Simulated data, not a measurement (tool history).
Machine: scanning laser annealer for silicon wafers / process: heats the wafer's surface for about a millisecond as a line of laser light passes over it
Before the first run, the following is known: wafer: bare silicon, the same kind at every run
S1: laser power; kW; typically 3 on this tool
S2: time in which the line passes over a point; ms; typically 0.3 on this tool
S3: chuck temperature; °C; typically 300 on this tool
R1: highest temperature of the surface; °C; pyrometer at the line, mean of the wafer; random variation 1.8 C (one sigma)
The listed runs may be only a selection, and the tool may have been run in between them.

{"run": 1, "hour": 0.0, "S1": 3, "S2": 0.3, "S3": 300, "R1": 991}
{"run": 2, "hour": 81.2, "S1": 3, "S2": 0.3, "S3": 300, "R1": 983}
{"run": 3, "hour": 124.7, "S1": 3, "S2": 0.3, "S3": 300, "R1": 981}
{"run": 4, "hour": 171.3, "S1": 3, "S2": 0.3, "S3": 300, "R1": 981}
{"run": 5, "hour": 215.1, "S1": 3, "S2": 0.3, "S3": 285, "R1": 968}
{"run": 6, "hour": 270.7, "S1": 3, "S2": 0.3, "S3": 285, "R1": 964}
{"run": 7, "hour": 343.3, "S1": 3, "S2": 0.3, "S3": 285, "R1": 964}
{"run": 8, "hour": 397.4, "S1": 3, "S2": 0.3, "S3": 300, "R1": 972}
{"run": 9, "hour": 479.8, "S1": 3, "S2": 0.3, "S3": 300, "R1": 971}
{"run": 10, "hour": 569.7, "S1": 3, "S2": 0.3, "S3": 279, "R1": 948}
{"run": 11, "hour": 612.5, "S1": 3, "S2": 0.3, "S3": 279, "R1": 947}
{"hour": 623.9, "done": "optics aligned, line set to its width"}
{"run": 12, "hour": 677.4, "S1": 3, "S2": 0.3, "S3": 294, "R1": 954}
{"run": 13, "hour": 732.1, "S1": 3, "S2": 0.3, "S3": 294, "R1": 951}
{"run": 14, "hour": 782.4, "S1": 3, "S2": 0.212, "S3": 300, "R1": 851}
{"run": 15, "hour": 840.1, "S1": 3.22, "S2": 0.296, "S3": 328, "R1": 1028}
{"hour": 907.0, "done": "window over the wafer cleaned"}
{"run": 16, "hour": 908.1, "S1": 3.22, "S2": 0.296, "S3": 328, "R1": 1070}
{"hour": 929.7, "done": "optics aligned, line set to its width, once more"}
{"run": 17, "hour": 1010.7, "S1": 3.22, "S2": 0.351, "S3": 328, "R1": 1140}
{"run": 18, "hour": 1087.0, "S1": 3.22, "S2": 0.351, "S3": 328, "R1": 1139}
{"run": 19, "hour": 1139.9, "S1": 3.22, "S2": 0.351, "S3": 328, "R1": 1132}
{"run": 20, "hour": 1234.6, "S1": 3.22, "S2": 0.277, "S3": 328, "R1": 1039}
{"run": 21, "hour": 1278.8, "S1": 3.22, "S2": 0.277, "S3": 328, "R1": 1038}
{"run": 22, "hour": 1338.9, "S1": 3.22, "S2": 0.277, "S3": 274, "R1": 981}
{"run": 23, "hour": 1427.1, "S1": 3.22, "S2": 0.298, "S3": 274, "R1": 1006}
{"run": 24, "hour": 1512.6, "S1": 3.22, "S2": 0.243, "S3": 314, "R1": 972}
{"run": 25, "hour": 1580.6, "S1": 2.65, "S2": 0.3, "S3": 309, "R1": 894}
{"run": 26, "hour": 1674.0, "S1": 2.552, "S2": 0.3, "S3": 272, "R1": 831}
{"run": 27, "hour": 1756.9, "S1": 3.098, "S2": 0.274, "S3": 272, "R1": 930}
{"run": 28, "hour": 1844.2, "S1": 2.973, "S2": 0.27, "S3": 282, "R1": 906}

Pick out some run-to-run changes in R1. Of each, how much would a tool without hidden state show as well, from the settings, what came in and chance, and how much is left for the hidden state and any gauge scatter not in both results compared?
Hidden state at play: light that passes the window, % of a clean one's; laser's true power over the reading, %; width of the line over the set one, %; drift of the gauge itself on peak_c, C.
Run 13 -> 14: S2 0.3 -> 0.212, S3 294 -> 300. R1 -100 °C: hidden state +5, all else -105.
Run 14 -> 15: S1 3 -> 3.22, S2 0.212 -> 0.296, S3 300 -> 328. R1 +177 °C: hidden state -13, all else +190.
Run 15 -> 16: window over the wafer cleaned. R1 +42 °C: hidden state +39, all else +3.
